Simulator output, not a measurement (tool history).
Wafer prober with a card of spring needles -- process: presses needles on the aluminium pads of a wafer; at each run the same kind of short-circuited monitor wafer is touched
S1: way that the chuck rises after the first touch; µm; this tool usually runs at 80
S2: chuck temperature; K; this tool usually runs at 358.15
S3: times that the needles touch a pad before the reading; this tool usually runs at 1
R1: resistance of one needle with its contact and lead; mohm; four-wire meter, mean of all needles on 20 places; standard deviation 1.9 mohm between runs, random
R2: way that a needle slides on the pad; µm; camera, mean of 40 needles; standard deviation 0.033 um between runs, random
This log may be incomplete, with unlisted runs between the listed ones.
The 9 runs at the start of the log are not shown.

run     day  S1      S2  S3   R1     R2
     10.083  -- tips cleaned on abrasive film
 10  10.888  77  358.15   1  219  18.11
     11.325  -- tips cleaned on abrasive film
     12.529  -- tips cleaned on abrasive film
 11  12.738  77  358.15   1  210  18.07
     13.838  -- tips cleaned on abrasive film
 12  14.567  77  358.15   1  214  18.05
     15.058  -- tips cleaned on abrasive film
 13    15.9  73  358.15   1  219  17.12
     16.329  -- tips cleaned on abrasive film
 14  17.296  97  358.15   1  214  22.78
     17.517  -- tips cleaned on abrasive film
 15  18.629  82  358.15   1  217  19.21
     18.783  -- tips cleaned on abrasive film
     20.029  -- tips cleaned on abrasive film
 16  20.229  82  358.15   1  208  19.15
 17  21.167  82  358.15   1  222  19.22
     21.317  -- tips cleaned on abrasive film
 18  22.333  82  299.15   1  211  19.17
     22.562  -- tips cleaned on abrasive film
 19  23.404  82  299.15   1  202  19.15
     23.792  -- tips cleaned on abrasive film
 20  24.796  82  299.15   1  205  19.08
     25.104  -- tips cleaned on abrasive film
 21  25.667  82  299.15   3  194  19.09
     26.321  -- tips cleaned on abrasive film
 22  27.221  82  299.15   3  196  19.02
     27.575  -- tips cleaned on abrasive film
 23  28.029  82  363.15   2  209  19.11
     28.808  -- tips cleaned on abrasive film
 24  29.588  82  305.15   2  199  19.07
     30.004  -- tips cleaned on abrasive film
 25  30.838  81  305.15   2  200  18.85
     31.329  -- tips cleaned on abrasive film
 26  32.117  81  305.15   2  199  18.85
       32.6  -- tips cleaned on abrasive film
 27  32.925  81  305.15   2  200  18.75
     33.829  -- tips cleaned on abrasive film
 28  33.829  81  305.15   2  189  18.75
     35.012  -- tips cleaned on abrasive film
 29  35.662  63  307.15   2  209  14.53
     36.208  -- tips cleaned on abrasive film
 30    36.5  80  358.15   2  205   18.5
     37.521  -- tips cleaned on abrasive film
 31  37.717  74  316.15   2  199  17.05
     38.854  -- tips cleaned on abrasive film
 32  39.562  74  316.15   2  204  17.08

What will run 33 give?
     40.088  -- tips cleaned on abrasive film
 33  40.971  68  351.15   3   ?   ?

R1: 209 mohm
R2: 15.61 µm
With no hidden state in the tool, this same run would have given R1 198 mohm, R2 16.07 µm.

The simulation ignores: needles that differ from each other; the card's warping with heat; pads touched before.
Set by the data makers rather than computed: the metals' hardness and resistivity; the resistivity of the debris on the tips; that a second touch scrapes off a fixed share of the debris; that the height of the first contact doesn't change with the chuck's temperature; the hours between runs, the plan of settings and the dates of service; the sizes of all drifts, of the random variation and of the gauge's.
